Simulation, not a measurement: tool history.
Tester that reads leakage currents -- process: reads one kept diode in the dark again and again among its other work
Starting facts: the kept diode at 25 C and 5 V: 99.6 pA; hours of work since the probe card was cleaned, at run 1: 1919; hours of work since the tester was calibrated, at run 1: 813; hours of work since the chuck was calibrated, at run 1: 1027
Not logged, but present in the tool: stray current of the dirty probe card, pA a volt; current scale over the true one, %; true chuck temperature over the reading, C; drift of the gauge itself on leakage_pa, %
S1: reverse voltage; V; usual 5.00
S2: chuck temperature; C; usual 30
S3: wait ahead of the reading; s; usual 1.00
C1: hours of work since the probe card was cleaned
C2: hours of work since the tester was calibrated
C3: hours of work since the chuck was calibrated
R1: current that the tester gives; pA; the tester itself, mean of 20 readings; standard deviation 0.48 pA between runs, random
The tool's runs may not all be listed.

run    hour     S1  S2    S3    C1    C2    C3       R1
  1     0.0   5.00  30  1.00  1919   813  1027   155.89
  2    54.3   5.00  30  1.00  1961   856  1070   156.14
  3   110.8   5.00  30  1.00  2006   900  1114   155.27
  4   166.7   5.00  30  1.00  2049   943  1157   155.35
  5   221.0   2.15  30  1.00  2091   986  1200   114.25
  6   256.2   2.15  30  1.00  2119  1013  1227   113.91
  7   307.7   2.15  30  1.00  2159  1053  1267   114.28
  8   338.1   2.15  30  1.00  2183  1077  1291   113.75
  9   376.0   3.42  30  1.00  2212  1106  1320   133.94
 10   429.2   1.48  30  1.00  2254  1148  1362    99.46
 11   481.0   1.48  30  1.00  2294  1188  1402    99.46
 12   518.0   1.48  30  1.00  2323  1217  1431    99.08
 13   557.6   1.48  30  1.00  2354  1248  1462    98.88
 14   612.7   1.48  30  1.00  2397  1291  1505    98.41
      619.4  -- chuck's temperature calibrated
 15   665.2   1.48  30  1.00  2436  1330    36    95.21
 16   726.7   1.48  30  1.00  2484  1378    84    94.73
      779.9  -- chuck's temperature calibrated, once more
 17   779.9   5.00  30  1.00  2524  1418     0   169.39
 18   836.0   1.28  30  1.00  2568  1462    44   104.14
 19   889.6   1.28  30  1.00  2609  1503    85   103.48
 20   940.8   5.00  30  6.76  2649  1543   125   168.61
 21   976.9   2.42  51  2.29  2677  1571   153   735.52
 22  1035.2   2.42  51  2.29  2723  1617   199   730.70
 23  1081.7   5.59  26  8.39  2759  1653   235   124.65
 24  1127.8   5.59  26  8.39  2795  1689   271   124.10
 25  1176.8   3.17  29  4.20  2833  1727   309   129.22
 26  1222.9   3.17  37  3.20  2869  1763   345   254.19
 27  1278.2   5.00  20  3.92  2912  1806   388    71.38
 28  1323.4  16.73  23  3.92  2947  1841   423   158.54
 29  1353.7   5.89  35  1.70  2971  1865   447   268.00
 30  1412.4   5.92  31  1.00  3017  1911   493   193.82
 31  1454.8   2.32  44  1.00  3050  1944   526   404.91
 32  1502.7   2.32  42  1.00  3087  1981   563   342.11
 33  1558.4   1.32  52  1.00  3130  2025   607   628.48
 34  1590.1   1.32  52  1.00  3155  2049   631   627.00
 35  1641.4   4.17  34  1.00  3195  2089   671   216.00
 36  1683.2   5.00  27  1.02  3228  2122   704   128.16
 37  1739.9   2.78  57  4.24  3272  2166   748  1181.09
 38  1782.1   2.78  57  4.24  3305  2199   781  1180.07
 39  1842.6   5.00  40  1.00  3352  2246   828   375.06

Each row is a separate what-if for the run after 39, all from the same tool condition, not one after another. Results?
  A  1890.9   4.37  36  2.25  3390  2284  866   ?
  B  1890.9   7.50  40  4.67  3390  2284  866   ?
  C  1890.9  12.12  26  6.50  3390  2284  866   ?

run      R1
  A  256.53
  B  431.25
  C  169.99
Had the tool no hidden state, the same runs would have come out as:
run      R1
  A  255.95
  B  429.39
  C  147.22
